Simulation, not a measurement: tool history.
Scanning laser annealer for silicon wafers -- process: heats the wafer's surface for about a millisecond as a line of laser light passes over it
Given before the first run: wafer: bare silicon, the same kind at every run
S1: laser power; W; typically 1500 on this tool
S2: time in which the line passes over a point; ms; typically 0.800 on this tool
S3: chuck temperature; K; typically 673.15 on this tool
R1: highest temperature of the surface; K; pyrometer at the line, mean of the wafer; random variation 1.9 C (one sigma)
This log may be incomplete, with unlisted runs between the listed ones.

run 1 hour=0.0 | S1=1500 S2=0.800 S3=673.15 | R1=1402.15
run 2 hour=61.5 | S1=1306 S2=0.800 S3=673.15 | R1=1284.15
-- hour=71.8 window over the wafer cleaned
run 3 hour=109.7 | S1=1306 S2=0.800 S3=673.15 | R1=1301.15
run 4 hour=164.7 | S1=1500 S2=0.800 S3=673.15 | R1=1415.15
run 5 hour=204.6 | S1=1587 S2=0.800 S3=673.15 | R1=1473.15
run 6 hour=246.8 | S1=1587 S2=0.800 S3=673.15 | R1=1468.15
run 7 hour=291.7 | S1=1500 S2=0.800 S3=673.15 | R1=1414.15
run 8 hour=336.6 | S1=1500 S2=0.800 S3=673.15 | R1=1412.15
run 9 hour=387.5 | S1=1500 S2=0.800 S3=673.15 | R1=1409.15
run 10 hour=431.0 | S1=1500 S2=0.800 S3=673.15 | R1=1411.15
run 11 hour=506.2 | S1=1500 S2=0.800 S3=673.15 | R1=1411.15
run 12 hour=549.4 | S1=1500 S2=0.800 S3=673.15 | R1=1404.15
run 13 hour=596.4 | S1=1500 S2=0.800 S3=669.15 | R1=1402.15
run 14 hour=632.5 | S1=1500 S2=0.800 S3=669.15 | R1=1403.15
run 15 hour=686.2 | S1=1500 S2=0.800 S3=669.15 | R1=1405.15
run 16 hour=721.4 | S1=1500 S2=0.800 S3=669.15 | R1=1395.15
run 17 hour=763.8 | S1=1500 S2=0.800 S3=673.15 | R1=1403.15
run 18 hour=799.2 | S1=1500 S2=0.800 S3=673.15 | R1=1403.15
-- hour=849.5 optics aligned, line set to its width
run 19 hour=857.2 | S1=1500 S2=0.800 S3=673.15 | R1=1406.15
-- hour=917.3 window over the wafer cleaned
run 20 hour=931.6 | S1=1500 S2=0.800 S3=673.15 | R1=1419.15
run 21 hour=982.5 | S1=1566 S2=0.675 S3=699.15 | R1=1428.15
run 22 hour=1058.6 | S1=1585 S2=0.850 S3=673.15 | R1=1495.15
run 23 hour=1126.6 | S1=1585 S2=0.850 S3=673.15 | R1=1494.15
run 24 hour=1183.5 | S1=1413 S2=0.576 S3=647.15 | R1=1236.15
run 25 hour=1251.5 | S1=1324 S2=0.995 S3=690.15 | R1=1393.15
run 26 hour=1293.8 | S1=1565 S2=0.995 S3=690.15 | R1=1556.15
run 27 hour=1328.1 | S1=1478 S2=0.983 S3=642.15 | R1=1437.15
run 28 hour=1403.7 | S1=1497 S2=0.624 S3=642.15 | R1=1295.15
run 29 hour=1447.3 | S1=1629 S2=0.822 S3=660.15 | R1=1486.15
run 30 hour=1522.0 | S1=1429 S2=0.623 S3=660.15 | R1=1273.15
run 31 hour=1564.6 | S1=1429 S2=0.623 S3=660.15 | R1=1274.15
run 32 hour=1612.5 | S1=1429 S2=0.623 S3=660.15 | R1=1273.15
run 33 hour=1653.9 | S1=1281 S2=0.800 S3=673.15 | R1=1271.15
run 34 hour=1705.1 | S1=1281 S2=0.800 S3=673.15 | R1=1273.15
run 35 hour=1749.9 | S1=1484 S2=0.584 S3=706.15 | R1=1322.15

4 ways to go on from here, each from the tool as it stands after run 35. What would each give?
-- hour=1755.4 window over the wafer cleaned
run A hour=1814.6 | S1=1630 S2=0.800 S3=664.15 | R1=?
-- hour=1755.4 window over the wafer cleaned
run B hour=1814.6 | S1=1560 S2=0.623 S3=640.15 | R1=?
-- hour=1755.4 window over the wafer cleaned
run C hour=1814.6 | S1=1389 S2=0.584 S3=704.15 | R1=?
-- hour=1755.4 window over the wafer cleaned
run D hour=1814.6 | S1=1639 S2=0.584 S3=706.15 | R1=?

run=A R1=1489.15
run=B R1=1336.15
run=C R1=1286.15
run=D R1=1425.15
What these runs would have given with no unlogged condition in the tool:
run=A R1=1497.15
run=B R1=1342.15
run=C R1=1291.15
run=D R1=1431.15
